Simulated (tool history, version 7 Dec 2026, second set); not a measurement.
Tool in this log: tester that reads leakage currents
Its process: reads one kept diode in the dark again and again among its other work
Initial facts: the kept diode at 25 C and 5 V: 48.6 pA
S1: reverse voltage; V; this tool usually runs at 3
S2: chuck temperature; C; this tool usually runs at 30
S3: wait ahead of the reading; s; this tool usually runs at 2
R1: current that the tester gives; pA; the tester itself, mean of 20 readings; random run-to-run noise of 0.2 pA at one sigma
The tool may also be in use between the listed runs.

run 1 hour=0 | S1=3 S2=30 S3=2 | R1=66.41
run 2 hour=46.1 | S1=3 S2=30 S3=2 | R1=66.34
run 3 hour=105.8 | S1=3 S2=30 S3=2 | R1=66.81
run 4 hour=174.7 | S1=3 S2=30 S3=2 | R1=66.78
run 5 hour=218.3 | S1=3 S2=30 S3=2 | R1=67.22
run 6 hour=278.9 | S1=3 S2=30 S3=2 | R1=67.35
run 7 hour=314.1 | S1=3 S2=30 S3=2 | R1=67.82
run 8 hour=374.3 | S1=3 S2=30 S3=2 | R1=67.76
run 9 hour=414.2 | S1=3 S2=30 S3=2 | R1=67.94
run 10 hour=472.4 | S1=3.82 S2=30 S3=2 | R1=74.23
run 11 hour=508.8 | S1=3.82 S2=30 S3=2 | R1=73.58
run 12 hour=551.9 | S1=3.82 S2=30 S3=2 | R1=74.01
run 13 hour=636.1 | S1=3 S2=30 S3=2 | R1=68.99
run 14 hour=684.3 | S1=3 S2=30 S3=2 | R1=69.16
-- hour=690.3 tester calibrated
run 15 hour=743.7 | S1=5.06 S2=30 S3=2 | R1=81.49
run 16 hour=817.2 | S1=5.06 S2=30 S3=2 | R1=82.54
run 17 hour=881.6 | S1=5.06 S2=30 S3=2 | R1=82.14
-- hour=895.3 tester calibrated, once more
run 18 hour=936.3 | S1=5.06 S2=30 S3=2 | R1=84.16
run 19 hour=996.7 | S1=5.06 S2=30 S3=2 | R1=83.9
run 20 hour=1065.3 | S1=5.06 S2=30 S3=2 | R1=84.8
run 21 hour=1115.5 | S1=3 S2=30 S3=0.3 | R1=71.88
run 22 hour=1173.1 | S1=7.95 S2=22 S3=5.26 | R1=52.62
run 23 hour=1216.7 | S1=3 S2=59 S3=0.75 | R1=607.08
run 24 hour=1275.5 | S1=1.13 S2=33 S3=1.93 | R1=66.77
run 25 hour=1319.6 | S1=1.13 S2=33 S3=1.93 | R1=66.94
run 26 hour=1356.5 | S1=3 S2=39 S3=2 | R1=145.83
run 27 hour=1439 | S1=1.55 S2=39 S3=1.9 | R1=119.26
run 28 hour=1511.2 | S1=1.55 S2=39 S3=1.9 | R1=119.88
-- hour=1524.8 chuck's temperature calibrated
run 29 hour=1589.5 | S1=6.93 S2=39 S3=2.88 | R1=170.35
run 30 hour=1645.7 | S1=1.74 S2=39 S3=3.77 | R1=109.77
run 31 hour=1710 | S1=4.49 S2=36 S3=9.05 | R1=118.22
run 32 hour=1762.8 | S1=4.49 S2=36 S3=9.05 | R1=118.95
run 33 hour=1835 | S1=4.49 S2=36 S3=9.05 | R1=118.62
run 34 hour=1871.1 | S1=2.08 S2=30 S3=4.65 | R1=57.52
run 35 hour=1912.1 | S1=11.02 S2=30 S3=0.47 | R1=104.14
run 36 hour=1970.1 | S1=11.02 S2=30 S3=0.47 | R1=104.71
run 37 hour=2028.4 | S1=11.02 S2=30 S3=0.47 | R1=104.82
run 38 hour=2098.9 | S1=11.02 S2=30 S3=0.47 | R1=105.92
run 39 hour=2145.2 | S1=16.71 S2=40 S3=9.7 | R1=254.56
run 40 hour=2182.1 | S1=16.71 S2=40 S3=9.7 | R1=256.74
run 41 hour=2261.2 | S1=2.73 S2=59 S3=0.71 | R1=554.51

What would each run have given without the hidden state, its run-to-run variation left as it was?
Hidden state at play: stray current of the dirty probe card, pA a volt; current scale over the true one, %; true chuck temperature over the reading, C; drift of the gauge itself on leakage_pa, %.
run=1 R1=63.22
run=2 R1=62.99
run=3 R1=63.22
run=4 R1=62.93
run=5 R1=63.2
run=6 R1=63.1
run=7 R1=63.4
run=8 R1=63.12
run=9 R1=63.16
run=10 R1=68.57
run=11 R1=67.81
run=12 R1=68.04
run=13 R1=63.32
run=14 R1=63.3
run=15 R1=74.17
run=16 R1=74.8
run=17 R1=74.14
run=18 R1=74.65
run=19 R1=74.19
run=20 R1=74.7
run=21 R1=63.76
run=22 R1=43.64
run=23 R1=554.66
run=24 R1=59.52
run=25 R1=59.56
run=26 R1=129.78
run=27 R1=106.15
run=28 R1=106.31
run=29 R1=168.35
run=30 R1=109.78
run=31 R1=116.3
run=32 R1=116.66
run=33 R1=115.88
run=34 R1=56.13
run=35 R1=96.83
run=36 R1=96.98
run=37 R1=96.72
run=38 R1=97.32
run=39 R1=239.9
run=40 R1=241.49
run=41 R1=543.37
